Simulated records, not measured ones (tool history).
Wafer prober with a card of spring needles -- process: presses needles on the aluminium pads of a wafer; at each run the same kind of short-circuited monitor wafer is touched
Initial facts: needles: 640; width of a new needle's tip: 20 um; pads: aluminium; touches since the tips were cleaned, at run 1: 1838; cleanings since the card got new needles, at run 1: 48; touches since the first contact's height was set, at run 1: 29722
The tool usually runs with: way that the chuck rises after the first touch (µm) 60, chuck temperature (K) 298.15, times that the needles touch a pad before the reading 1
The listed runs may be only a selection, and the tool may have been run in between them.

| run | hour | way that the chuck rises after the first touch (µm) | chuck temperature (K) | times that the needles touch a pad before the reading | touches since the tips were cleaned | cleanings since the card got new needles | touches since the first contact's height was set | resistance of one needle with its contact and lead (mohm) | way that a needle slides on the pad (µm) |
|---|---|---|---|---|---|---|---|---|---|
| 1 | 0 | 60 | 298.15 | 1 | 1838 | 48 | 29722 | 122 | 11.03 |
|  | 2 | tips cleaned on abrasive film |
| 2 | 6.8 | 60 | 298.15 | 1 | 2332 | 49 | 32977 | 123 | 11.08 |
|  | 7.7 | tips cleaned on abrasive film |
|  | 13.4 | tips cleaned on abrasive film |
| 3 | 15.7 | 60 | 298.15 | 1 | 1071 | 51 | 37153 | 124 | 10.99 |
|  | 19.1 | tips cleaned on abrasive film |
| 4 | 23.3 | 60 | 343.15 | 1 | 2056 | 52 | 40822 | 129 | 11.07 |
|  | 24.5 | tips cleaned on abrasive film |
|  | 29.9 | tips cleaned on abrasive film |
| 5 | 32 | 60 | 343.15 | 1 | 992 | 54 | 44893 | 133 | 11.04 |
|  | 35.5 | tips cleaned on abrasive film |
| 6 | 38.1 | 43 | 298.15 | 1 | 1256 | 55 | 47827 | 132 | 8.01 |
|  | 41.1 | tips cleaned on abrasive film |
| 7 | 44.6 | 60 | 298.15 | 2 | 1704 | 56 | 50915 | 126 | 11.04 |
|  | 47 | tips cleaned on abrasive film |
|  | 52.4 | tips cleaned on abrasive film |
| 8 | 52.4 | 60 | 298.15 | 1 | 0 | 58 | 54602 | 122 | 11.07 |
|  | 58.1 | tips cleaned on abrasive film |
| 9 | 59.8 | 60 | 298.15 | 1 | 842 | 59 | 58118 | 125 | 11.17 |
|  | 63.5 | tips cleaned on abrasive film |
| 10 | 65.6 | 60 | 298.15 | 1 | 996 | 60 | 60872 | 122 | 11.22 |
|  | 69.4 | tips cleaned on abrasive film |
| 11 | 71.7 | 60 | 298.15 | 1 | 1102 | 61 | 63757 | 124 | 11.26 |
|  | 75 | tips cleaned on abrasive film |
| 12 | 77.5 | 60 | 298.15 | 1 | 1233 | 62 | 66530 | 125 | 11.2 |
|  | 80.6 | tips cleaned on abrasive film |
| 13 | 82.1 | 60 | 298.15 | 1 | 753 | 63 | 68713 | 125 | 11.28 |
|  | 86.4 | tips cleaned on abrasive film |
| 14 | 86.4 | 60 | 298.15 | 1 | 0 | 64 | 70737 | 126 | 11.24 |
| 15 | 90.4 | 60 | 298.15 | 1 | 1932 | 64 | 72669 | 125 | 11.24 |
|  | 92.2 | tips cleaned on abrasive film |
|  | 97.6 | tips cleaned on abrasive film |
| 16 | 98.9 | 60 | 298.15 | 1 | 631 | 66 | 76704 | 124 | 11.21 |
|  | 101.6 | gauge calibrated |
|  | 103.3 | tips cleaned on abrasive film |
| 17 | 106.6 | 60 | 311.15 | 1 | 1612 | 67 | 80374 | 124 | 11.1 |
|  | 109 | tips cleaned on abrasive film |
|  | 114.7 | tips cleaned on abrasive film |
| 18 | 116.7 | 49 | 320.15 | 1 | 988 | 69 | 85155 | 131 | 9.03 |
|  | 120.4 | tips cleaned on abrasive film |
| 19 | 123 | 49 | 320.15 | 1 | 1251 | 70 | 88145 | 131 | 9.06 |
|  | 126.4 | tips cleaned on abrasive film |
|  | 131.9 | tips cleaned on abrasive film |
| 20 | 131.9 | 49 | 320.15 | 1 | 0 | 72 | 92371 | 135 | 9.05 |
|  | 137.7 | tips cleaned on abrasive film |
| 21 | 140 | 55 | 322.15 | 1 | 1127 | 73 | 96217 | 129 | 10.17 |
|  | 143.5 | tips cleaned on abrasive film |
| 22 | 144.2 | 66 | 316.15 | 2 | 314 | 74 | 98202 | 124 | 12.23 |
|  | 149.4 | tips cleaned on abrasive film |
| 23 | 154 | 66 | 316.15 | 2 | 2228 | 75 | 102909 | 125 | 12.22 |
|  | 154.8 | tips cleaned on abrasive film |
|  | 156 | height of the first contact set anew |
|  | 160.7 | tips cleaned on abrasive film |
| 24 | 160.7 | 66 | 316.15 | 2 | 0 | 77 | 2203 | 126 | 12.26 |
|  | 166.5 | tips cleaned on abrasive film |
| 25 | 168.4 | 66 | 324.15 | 1 | 880 | 78 | 5879 | 125 | 12.28 |
|  | 172.3 | tips cleaned on abrasive film |
| 26 | 176.5 | 66 | 324.15 | 1 | 2044 | 79 | 9794 | 127 | 12.37 |
|  | 177.8 | tips cleaned on abrasive film |
| 27 | 180.7 | 66 | 324.15 | 1 | 1396 | 80 | 11749 | 126 | 12.4 |
|  | 183.3 | tips cleaned on abrasive film |
|  | 188.9 | tips cleaned on abrasive film |
| 28 | 190.3 | 74 | 394.15 | 1 | 683 | 82 | 16288 | 138 | 13.89 |
|  | 194.6 | tips cleaned on abrasive film |
| 29 | 197.4 | 68 | 298.15 | 2 | 1358 | 83 | 19692 | 121 | 12.77 |
|  | 200.4 | tips cleaned on abrasive film |
|  | 205.9 | tips cleaned on abrasive film |
| 30 | 207.2 | 68 | 298.15 | 2 | 660 | 85 | 24340 | 123 | 12.84 |
|  | 211.7 | tips cleaned on abrasive film |
| 31 | 212.6 | 68 | 298.15 | 2 | 467 | 86 | 26916 | 121 | 12.83 |
|  | 217 | tips cleaned on abrasive film |
| 32 | 220.4 | 75 | 307.15 | 1 | 1630 | 87 | 30619 | 122 | 14.19 |
|  | 222.7 | tips cleaned on abrasive film |
|  | 228.1 | tips cleaned on abrasive film |
| 33 | 228.6 | 46 | 338.15 | 2 | 214 | 89 | 34471 | 137 | 8.65 |

Below, each run's measurement less what the same run would have read without the hidden state. Both values contain the same run-to-run variation, but the gauge's scatter may not be the same in both:
Hidden conditions of the tool in this case: debris on the tips, nm; way that the needles fall short of the set height, um; tips' diameter, um; drift of the gauge itself on contact_mohm, %; drift of the gauge itself on scrub_um, %.
| run | way that a needle slides on the pad (µm) |
|---|---|
| 1 | +0 |
| 2 | +0.02 |
| 3 | +0.03 |
| 4 | +0.06 |
| 5 | +0.08 |
| 6 | +0.07 |
| 7 | +0.11 |
| 8 | +0.12 |
| 9 | +0.15 |
| 10 | +0.16 |
| 11 | +0.17 |
| 12 | +0.19 |
| 13 | +0.2 |
| 14 | +0.21 |
| 15 | +0.22 |
| 16 | +0.24 |
| 17 | +0.01 |
| 18 | +0.03 |
| 19 | +0.04 |
| 20 | +0.06 |
| 21 | +0.08 |
| 22 | +0.12 |
| 23 | +0.14 |
| 24 | +0.16 |
| 25 | +0.18 |
| 26 | +0.2 |
| 27 | +0.22 |
| 28 | +0.27 |
| 29 | +0.27 |
| 30 | +0.29 |
| 31 | +0.31 |
| 32 | +0.36 |
| 33 | +0.24 |
resistance of one needle with its contact and lead (mohm): at most 1 away from the measurement, every run.
